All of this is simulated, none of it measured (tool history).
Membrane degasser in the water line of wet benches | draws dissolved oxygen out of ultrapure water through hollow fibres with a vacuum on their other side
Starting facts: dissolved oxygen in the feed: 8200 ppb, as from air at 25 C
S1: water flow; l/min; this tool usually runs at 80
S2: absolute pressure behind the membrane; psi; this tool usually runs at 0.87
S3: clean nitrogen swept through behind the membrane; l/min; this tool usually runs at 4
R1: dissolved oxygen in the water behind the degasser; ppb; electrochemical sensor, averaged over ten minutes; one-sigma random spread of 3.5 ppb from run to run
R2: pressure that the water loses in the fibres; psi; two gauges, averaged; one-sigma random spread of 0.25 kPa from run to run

| run | hour | S1 | S2 | S3 | R1 | R2 |
|---|---|---|---|---|---|---|
| 1 | 0 | 80 | 0.87 | 4 | 374.1 | 9.674 |
| 2 | 88.1 | 80 | 0.87 | 4 | 371.7 | 9.802 |
| 3 | 214 | 80 | 0.87 | 4 | 372.8 | 9.806 |
| 4 | 305.6 | 80 | 0.87 | 4 | 371.5 | 9.762 |
| 5 | 391.9 | 80 | 0.87 | 4 | 376.8 | 9.738 |
| 6 | 508.7 | 80 | 0.87 | 4 | 375.7 | 9.732 |
| 7 | 604.1 | 80 | 0.87 | 4 | 379 | 9.738 |
| 8 | 678.1 | 80 | 0.87 | 4 | 378.4 | 9.761 |
| 9 | 806.1 | 80 | 0.87 | 4 | 379.7 | 9.774 |
| 10 | 940.5 | 80 | 0.667 | 5.67 | 296.8 | 9.791 |
| 11 | 1043 | 64 | 1.63 | 8.82 | 252 | 7.848 |
|  | 1055.4 | vacuum gauge calibrated |
| 12 | 1195.4 | 87 | 0.898 | 8.82 | 387.2 | 10.718 |
| 13 | 1294.5 | 54 | 1.147 | 5.53 | 175.6 | 6.606 |
| 14 | 1437.6 | 59 | 1.572 | 10.02 | 198.3 | 7.188 |
| 15 | 1545.1 | 59 | 1.572 | 4.5 | 318.4 | 7.229 |
| 16 | 1626.9 | 99 | 1.546 | 5.05 | 759.9 | 12.173 |
| 17 | 1747.6 | 80 | 0.658 | 6.84 | 299 | 9.748 |
| 18 | 1902.9 | 80 | 1.948 | 4.05 | 689 | 9.774 |

Predict each of these 5 candidate next runs independently; none follows another, all start after run 18:
|  | 1953.4 | vacuum gauge calibrated, once more |
| A | 1996.2 | 80 | 1.693 | 2.19 | ? | ? |
|  | 1953.4 | vacuum gauge calibrated, once more |
| B | 1996.2 | 80 | 1.981 | 4.05 | ? | ? |
|  | 1953.4 | vacuum gauge calibrated, once more |
| C | 1996.2 | 80 | 1.168 | 4.71 | ? | ? |
|  | 1953.4 | vacuum gauge calibrated, once more |
| D | 1996.2 | 75 | 0.87 | 11.65 | ? | ? |
|  | 1953.4 | vacuum gauge calibrated, once more |
| E | 1996.2 | 96 | 0.87 | 4 | ? | ? |

| run | R1 | R2 |
|---|---|---|
| A | 817.2 | 9.749 |
| B | 672.7 | 9.76 |
| C | 433.6 | 9.764 |
| D | 250.9 | 9.232 |
| E | 567.3 | 11.773 |
What these runs would have given with no unlogged condition in the tool:
| run | R1 | R2 |
|---|---|---|
| A | 791.3 | 9.443 |
| B | 646.3 | 9.454 |
| C | 405.9 | 9.458 |
| D | 227.2 | 8.943 |
| E | 527.6 | 11.404 |
